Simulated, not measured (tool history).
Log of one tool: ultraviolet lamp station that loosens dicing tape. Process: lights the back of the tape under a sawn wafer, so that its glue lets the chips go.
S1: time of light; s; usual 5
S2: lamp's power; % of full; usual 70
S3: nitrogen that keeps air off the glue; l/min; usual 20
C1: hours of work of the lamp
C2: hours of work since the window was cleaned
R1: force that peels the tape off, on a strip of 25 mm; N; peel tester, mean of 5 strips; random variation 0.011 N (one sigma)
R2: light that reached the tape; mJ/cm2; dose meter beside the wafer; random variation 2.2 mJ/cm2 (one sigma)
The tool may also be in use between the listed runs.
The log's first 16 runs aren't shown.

run 17 hour=306.2 | S1=5 S2=70 S3=20 | C1=473 C2=23 | R1=0.794 R2=158
run 18 hour=318.8 | S1=5 S2=70 S3=20 | C1=480 C2=30 | R1=0.764 R2=156
run 19 hour=337.2 | S1=5 S2=70 S3=20 | C1=490 C2=40 | R1=0.788 R2=161
run 20 hour=349.2 | S1=4 S2=65 S3=20 | C1=496 C2=46 | R1=1.578 R2=119
run 21 hour=365.7 | S1=4 S2=65 S3=20 | C1=505 C2=55 | R1=1.568 R2=113
run 22 hour=379.4 | S1=8 S2=72 S3=37 | C1=512 C2=62 | R1=0.131 R2=261
run 23 hour=397.8 | S1=8 S2=72 S3=37 | C1=522 C2=72 | R1=0.132 R2=259
-- hour=418.5 window cleaned of glue's vapour, once more
run 24 hour=425.8 | S1=8 S2=99 S3=8 | C1=536 C2=4 | R1=0.16 R2=384
run 25 hour=437.9 | S1=8 S2=99 S3=8 | C1=543 C2=10 | R1=0.169 R2=380
run 26 hour=451.6 | S1=7 S2=89 S3=21 | C1=550 C2=18 | R1=0.119 R2=299
run 27 hour=473.5 | S1=7 S2=89 S3=21 | C1=561 C2=29 | R1=0.117 R2=299
run 28 hour=501.2 | S1=3 S2=68 S3=13 | C1=576 C2=44 | R1=2.725 R2=97
run 29 hour=518.6 | S1=3 S2=63 S3=24 | C1=585 C2=53 | R1=2.342 R2=88
run 30 hour=535.8 | S1=3 S2=63 S3=10 | C1=594 C2=62 | R1=3.451 R2=89
run 31 hour=548 | S1=3 S2=63 S3=10 | C1=601 C2=68 | R1=3.506 R2=91
run 32 hour=564.5 | S1=2 S2=69 S3=8 | C1=609 C2=77 | R1=5.132 R2=67
run 33 hour=576.1 | S1=6 S2=70 S3=15 | C1=616 C2=83 | R1=0.58 R2=197
run 34 hour=600.8 | S1=8 S2=98 S3=7 | C1=629 C2=96 | R1=0.203 R2=367
run 35 hour=616.6 | S1=8 S2=98 S3=7 | C1=637 C2=105 | R1=0.211 R2=361

3 ways to go on from here, each from the tool as it stands after run 35. What would each give?
run A hour=642.7 | S1=8 S2=86 S3=14 | C1=651 C2=118 | R1=? R2=?
run B hour=642.7 | S1=5 S2=80 S3=20 | C1=651 C2=118 | R1=? R2=?
run C hour=642.7 | S1=2 S2=82 S3=8 | C1=651 C2=118 | R1=? R2=?

run=A R1=0.153 R2=320
run=B R1=0.53 R2=186
run=C R1=4.481 R2=76
Without the tool's hidden state the same runs would have given:
run=A R1=0.106 R2=374
run=B R1=0.331 R2=218
run=C R1=3.808 R2=89
